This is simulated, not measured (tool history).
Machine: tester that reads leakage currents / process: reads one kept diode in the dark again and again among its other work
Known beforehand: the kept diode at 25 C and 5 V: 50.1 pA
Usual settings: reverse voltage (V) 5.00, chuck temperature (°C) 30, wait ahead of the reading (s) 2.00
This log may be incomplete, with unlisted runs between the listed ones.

run,day,reverse voltage (V),chuck temperature (°C),wait ahead of the reading (s),current that the tester gives (pA)
1,0.000,5.00,30,2.00,81.92
2,4.633,5.00,30,2.00,81.80
3,7.779,5.00,30,9.59,82.58
4,10.354,5.00,30,4.63,83.02
5,14.492,5.00,26,2.00,63.63
6,19.029,5.00,26,2.00,64.12
7,22.867,5.00,26,2.00,64.35
8,26.962,5.00,26,2.00,64.74
9,30.296,5.00,30,2.00,85.99
10,35.829,5.00,30,2.00,85.86
11,39.033,5.00,30,1.84,86.51
# day 40.204: chuck's temperature calibrated
12,41.938,9.67,38,0.71,165.84
13,45.712,5.00,59,1.33,485.06
# day 49.438: tester calibrated
14,50.300,15.46,54,2.25,546.11
15,52.850,3.91,30,2.00,71.46
16,57.821,3.91,30,2.00,72.23

What does the tool deliver on the next run?
17,60.738,5.00,22,2.00,?

{"run 17": {"current that the tester gives (pA)": 46.36}}
On a tool with no hidden condition, and with the same random variation, this run would have come out at current that the tester gives (pA) 40.47.

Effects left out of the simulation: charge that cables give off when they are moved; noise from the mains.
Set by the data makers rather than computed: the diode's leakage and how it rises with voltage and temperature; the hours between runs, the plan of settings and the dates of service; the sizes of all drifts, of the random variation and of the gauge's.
